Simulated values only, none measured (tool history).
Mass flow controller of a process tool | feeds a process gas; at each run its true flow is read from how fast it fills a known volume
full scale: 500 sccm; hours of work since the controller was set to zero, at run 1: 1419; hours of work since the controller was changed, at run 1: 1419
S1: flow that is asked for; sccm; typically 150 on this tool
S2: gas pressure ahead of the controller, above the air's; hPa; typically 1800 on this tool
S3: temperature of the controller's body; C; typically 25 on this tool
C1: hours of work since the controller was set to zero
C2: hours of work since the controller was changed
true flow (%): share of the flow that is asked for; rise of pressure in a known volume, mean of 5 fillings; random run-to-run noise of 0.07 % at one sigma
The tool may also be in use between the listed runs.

run 1 hour=0 | S1=150 S2=1800 S3=25 | C1=1419 C2=1419 | true_flow_(%)=100.47
run 2 hour=70.3 | S1=150 S2=1800 S3=25 | C1=1457 C2=1457 | true_flow_(%)=100.65
run 3 hour=142.6 | S1=150 S2=1800 S3=24 | C1=1497 C2=1497 | true_flow_(%)=100.6
run 4 hour=285.2 | S1=150 S2=1800 S3=24 | C1=1575 C2=1575 | true_flow_(%)=100.64
run 5 hour=395.5 | S1=150 S2=1800 S3=25 | C1=1635 C2=1635 | true_flow_(%)=100.76
run 6 hour=521.7 | S1=150 S2=1800 S3=25 | C1=1704 C2=1704 | true_flow_(%)=100.72
run 7 hour=662.8 | S1=150 S2=1800 S3=26 | C1=1781 C2=1781 | true_flow_(%)=100.68
run 8 hour=804.6 | S1=150 S2=1800 S3=26 | C1=1859 C2=1859 | true_flow_(%)=100.79
run 9 hour=890.6 | S1=150 S2=1800 S3=36 | C1=1906 C2=1906 | true_flow_(%)=100.19
run 10 hour=1024.3 | S1=150 S2=1800 S3=36 | C1=1979 C2=1979 | true_flow_(%)=100.19
run 11 hour=1139 | S1=150 S2=1800 S3=25 | C1=2042 C2=2042 | true_flow_(%)=101.06
run 12 hour=1294.1 | S1=150 S2=2730 S3=25 | C1=2127 C2=2127 | true_flow_(%)=101.1
run 13 hour=1424.5 | S1=150 S2=2730 S3=25 | C1=2198 C2=2198 | true_flow_(%)=101.23
run 14 hour=1566.3 | S1=150 S2=2730 S3=25 | C1=2276 C2=2276 | true_flow_(%)=101.27
run 15 hour=1651.9 | S1=150 S2=1800 S3=25 | C1=2323 C2=2323 | true_flow_(%)=101.3
run 16 hour=1747 | S1=150 S2=1800 S3=25 | C1=2375 C2=2375 | true_flow_(%)=101.33
run 17 hour=1836.9 | S1=150 S2=1800 S3=25 | C1=2424 C2=2424 | true_flow_(%)=101.27
run 18 hour=1908.5 | S1=150 S2=1800 S3=22 | C1=2463 C2=2463 | true_flow_(%)=101.59
run 19 hour=2013 | S1=61 S2=1800 S3=25 | C1=2521 C2=2521 | true_flow_(%)=103.3
run 20 hour=2136.7 | S1=150 S2=1800 S3=25 | C1=2588 C2=2588 | true_flow_(%)=101.54
run 21 hour=2234.9 | S1=150 S2=1690 S3=25 | C1=2642 C2=2642 | true_flow_(%)=101.45
run 22 hour=2386.2 | S1=150 S2=1690 S3=25 | C1=2725 C2=2725 | true_flow_(%)=101.6
run 23 hour=2460.3 | S1=150 S2=1910 S3=25 | C1=2765 C2=2765 | true_flow_(%)=101.59
run 24 hour=2538.2 | S1=150 S2=1910 S3=25 | C1=2808 C2=2808 | true_flow_(%)=101.64
run 25 hour=2619.4 | S1=150 S2=1800 S3=33 | C1=2852 C2=2852 | true_flow_(%)=101.16
run 26 hour=2710.9 | S1=120 S2=2560 S3=22 | C1=2903 C2=2903 | true_flow_(%)=102.33
run 27 hour=2844.5 | S1=150 S2=2360 S3=22 | C1=2976 C2=2976 | true_flow_(%)=102.04
run 28 hour=2934.1 | S1=106 S2=2360 S3=22 | C1=3025 C2=3025 | true_flow_(%)=102.77
run 29 hour=3006.8 | S1=106 S2=2360 S3=22 | C1=3065 C2=3065 | true_flow_(%)=102.7
run 30 hour=3152.7 | S1=106 S2=2360 S3=22 | C1=3144 C2=3144 | true_flow_(%)=103.01
run 31 hour=3216.4 | S1=106 S2=2360 S3=26 | C1=3179 C2=3179 | true_flow_(%)=102.65
run 32 hour=3370.8 | S1=217 S2=2720 S3=38 | C1=3264 C2=3264 | true_flow_(%)=100.67
run 33 hour=3505.7 | S1=217 S2=2720 S3=38 | C1=3338 C2=3338 | true_flow_(%)=100.84
run 34 hour=3641.8 | S1=201 S2=2590 S3=38 | C1=3412 C2=3412 | true_flow_(%)=100.99
run 35 hour=3706.9 | S1=150 S2=1800 S3=34 | C1=3448 C2=3448 | true_flow_(%)=101.53
run 36 hour=3855.6 | S1=449 S2=1490 S3=28 | C1=3529 C2=3529 | true_flow_(%)=101.51
run 37 hour=3926.2 | S1=329 S2=1490 S3=28 | C1=3568 C2=3568 | true_flow_(%)=101.49
run 38 hour=4052.8 | S1=387 S2=2570 S3=25 | C1=3637 C2=3637 | true_flow_(%)=101.74
run 39 hour=4151.7 | S1=387 S2=2570 S3=25 | C1=3691 C2=3691 | true_flow_(%)=101.79
run 40 hour=4240.3 | S1=242 S2=2240 S3=32 | C1=3740 C2=3740 | true_flow_(%)=101.26
run 41 hour=4354.4 | S1=242 S2=2330 S3=23 | C1=3802 C2=3802 | true_flow_(%)=102.07
run 42 hour=4491.2 | S1=242 S2=2330 S3=23 | C1=3877 C2=3877 | true_flow_(%)=102.24
run 43 hour=4579.4 | S1=109 S2=2230 S3=36 | C1=3925 C2=3925 | true_flow_(%)=102.52
run 44 hour=4644.4 | S1=357 S2=1690 S3=29 | C1=3961 C2=3961 | true_flow_(%)=101.53
run 45 hour=4787.5 | S1=109 S2=1800 S3=28 | C1=4039 C2=4039 | true_flow_(%)=103.06
run 46 hour=4859.2 | S1=265 S2=1820 S3=22 | C1=4079 C2=4079 | true_flow_(%)=102.19

Forecast run 47:
run 47 hour=4987.8 | S1=265 S2=1820 S3=22 | C1=4149 C2=4149 | true_flow_(%)=?

{"run 47": {"true flow (%)": 102.18}}
The same run, on a tool lacking any hidden state, would have yielded true flow (%) 99.51.
